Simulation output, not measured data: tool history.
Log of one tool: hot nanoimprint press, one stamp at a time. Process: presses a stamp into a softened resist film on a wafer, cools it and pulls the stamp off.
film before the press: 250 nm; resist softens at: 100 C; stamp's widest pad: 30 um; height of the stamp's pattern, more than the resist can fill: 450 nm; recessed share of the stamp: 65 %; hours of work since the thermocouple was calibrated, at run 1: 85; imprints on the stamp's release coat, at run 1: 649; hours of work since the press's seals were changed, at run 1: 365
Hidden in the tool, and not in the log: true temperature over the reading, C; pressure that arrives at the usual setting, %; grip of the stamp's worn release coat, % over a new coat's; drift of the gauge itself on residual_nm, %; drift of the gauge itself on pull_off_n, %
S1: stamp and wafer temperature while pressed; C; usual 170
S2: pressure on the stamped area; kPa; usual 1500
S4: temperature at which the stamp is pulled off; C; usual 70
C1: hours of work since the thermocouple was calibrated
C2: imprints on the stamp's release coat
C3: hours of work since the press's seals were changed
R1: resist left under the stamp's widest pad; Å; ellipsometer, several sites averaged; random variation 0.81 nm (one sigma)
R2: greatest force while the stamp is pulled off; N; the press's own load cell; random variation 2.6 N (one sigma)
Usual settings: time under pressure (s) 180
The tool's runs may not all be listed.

Run 1, hour 0: usual settings; C1 85; C2 649; C3 365. Result: R1 1099 Å, R2 140 N.
Run 2, hour 12.7: usual settings but S1 168 C; C1 94; C2 686; C3 374. Result: R1 1187 Å, R2 143 N.
Run 3, hour 19.5: usual settings but S1 168 C; C1 99; C2 706; C3 379. Result: R1 1191 Å, R2 139 N.
Run 4, hour 31.8: usual settings but S1 168 C; C1 108; C2 742; C3 388. Result: R1 1195 Å, R2 139 N.
Run 5, hour 43: usual settings but time under pressure (s) 215; C1 116; C2 775; C3 397. Result: R1 1016 Å, R2 145 N.
Run 6, hour 53.4: usual settings but time under pressure (s) 215; C1 124; C2 806; C3 404. Result: R1 1008 Å, R2 146 N.
Run 7, hour 66.1: usual settings but S4 65 C; C1 133; C2 843; C3 413. Result: R1 1085 Å, R2 159 N.
Run 8, hour 72.3: usual settings but S4 65 C; C1 138; C2 861; C3 418. Result: R1 1090 Å, R2 159 N.
Run 9, hour 79.3: usual settings; C1 143; C2 882; C3 423. Result: R1 1098 Å, R2 148 N.
Run 10, hour 86.2: usual settings but S1 167 C; C1 148; C2 902; C3 428. Result: R1 1257 Å, R2 149 N.
At hour 95.4: stamp cleaned and given a new release coat.
Run 11, hour 101.4: usual settings but S1 167 C; C1 154; C2 18; C3 435. Result: R1 1269 Å, R2 124 N.
Run 12, hour 107.5: usual settings but S1 172 C, S2 1750 kPa; C1 159; C2 36; C3 439. Result: R1 953 Å, R2 116 N.
Run 13, hour 120.1: usual settings but S1 166 C, S2 1180 kPa, time under pressure (s) 148; C1 168; C2 73; C3 448. Result: R1 1517 Å, R2 124 N.
Run 14, hour 131.2: usual settings but S1 166 C, S2 1180 kPa, time under pressure (s) 148; C1 176; C2 105; C3 457. Result: R1 1542 Å, R2 120 N.
Run 15, hour 143.6: usual settings but S1 163 C, time under pressure (s) 314; C1 185; C2 142; C3 466. Result: R1 1234 Å, R2 124 N.
Run 16, hour 151.1: usual settings but S1 163 C, S2 1330 kPa, time under pressure (s) 314, S4 75 C; C1 191; C2 164; C3 471. Result: R1 1306 Å, R2 118 N.
Run 17, hour 162.7: usual settings but S1 182 C, S2 1170 kPa, time under pressure (s) 353, S4 75 C; C1 199; C2 198; C3 480. Result: R1 531 Å, R2 119 N.
Run 18, hour 170.8: usual settings but S1 182 C, S2 1170 kPa, time under pressure (s) 353, S4 75 C; C1 205; C2 222; C3 485. Result: R1 539 Å, R2 124 N.

Forecast each of these 5 alternatives for the next run:
Run A, hour 180.7: usual settings but S1 182 C, S2 1570 kPa, time under pressure (s) 353, S4 75 C; C1 212; C2 251; C3 493. Result: R1 ?, R2 ?.
Run B, hour 180.7: usual settings but S1 182 C, S2 1430 kPa, time under pressure (s) 353, S4 61 C; C1 212; C2 251; C3 493. Result: R1 ?, R2 ?.
Run C, hour 180.7: usual settings but S1 182 C, S2 1170 kPa, time under pressure (s) 354, S4 64 C; C1 212; C2 251; C3 493. Result: R1 ?, R2 ?.
Run D, hour 180.7: usual settings but time under pressure (s) 163; C1 212; C2 251; C3 493. Result: R1 ?, R2 ?.
Run E, hour 180.7: usual settings but S1 160 C, S2 1990 kPa, time under pressure (s) 353, S4 68 C; C1 212; C2 251; C3 493. Result: R1 ?, R2 ?.

run    R1   R2
  A   465  120
  B   493  144
  C   541  140
  D  1159  130
  E  1239  134
Without the tool's hidden state the same runs would have given:
run    R1   R2
  A   438  111
  B   465  134
  C   512  130
  D  1096  121
  E  1161  124

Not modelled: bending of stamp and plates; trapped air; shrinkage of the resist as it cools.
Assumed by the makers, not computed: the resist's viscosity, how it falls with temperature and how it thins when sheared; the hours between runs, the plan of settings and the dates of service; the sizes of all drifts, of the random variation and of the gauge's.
